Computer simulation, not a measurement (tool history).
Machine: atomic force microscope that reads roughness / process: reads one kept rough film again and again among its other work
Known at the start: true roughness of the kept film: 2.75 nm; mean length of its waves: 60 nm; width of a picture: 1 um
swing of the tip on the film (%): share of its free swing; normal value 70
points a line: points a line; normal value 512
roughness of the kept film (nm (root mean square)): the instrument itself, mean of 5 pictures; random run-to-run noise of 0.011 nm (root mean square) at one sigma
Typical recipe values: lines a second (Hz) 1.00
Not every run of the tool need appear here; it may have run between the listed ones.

run	hour	lines a second (Hz)	swing of the tip on the film (%)	points a line	roughness of the kept film (nm (root mean square))
1	0.0	1.00	70	512	2.521
2	5.9	1.00	70	512	2.523
3	14.7	1.00	70	512	2.499
4	21.0	1.00	70	512	2.496
5	30.8	1.00	70	512	2.479
6	38.7	1.00	70	259	2.459
7	46.8	1.00	70	259	2.445
8	53.1	1.00	70	512	2.449
9	57.9	1.00	70	512	2.442
10	63.5	1.00	70	512	2.456
11	68.2	3.74	70	512	2.130
12	72.4	3.74	70	512	2.106
13	79.2	1.00	70	512	2.412
14	86.5	1.00	70	512	2.421
15	91.4	0.70	70	512	2.434
16	98.9	0.70	70	512	2.435
17	108.1	2.32	82	724	2.018
18	115.3	1.93	57	1018	2.380
19	122.2	1.93	57	1018	2.378
20	131.5	1.00	82	333	2.246
21	140.8	1.94	55	468	2.352
22	149.7	3.64	72	632	1.996
23	155.0	3.64	72	632	1.986
24	160.4	0.82	67	632	2.322
25	166.3	0.82	67	632	2.327
26	175.9	0.82	67	1023	2.555
27	185.6	0.57	60	591	2.603
28	194.9	0.57	67	281	2.548

Between the runs listed above, the log contained 1 entry, not reproduced here. Where in the sequence does each belong, and how does what the log doesn't record of the tool's condition differ from the listed run before to the listed run after?
Runs 25 to 26: new tip fitted (hour 172.6)
  radius of the tip, nm: 47.9 -> 11.1; height scale over the true one, %: 0.35 -> 0.36
  measured minus no-state result, roughness of the kept film (nm (root mean square)): -0.249 -> +0.002
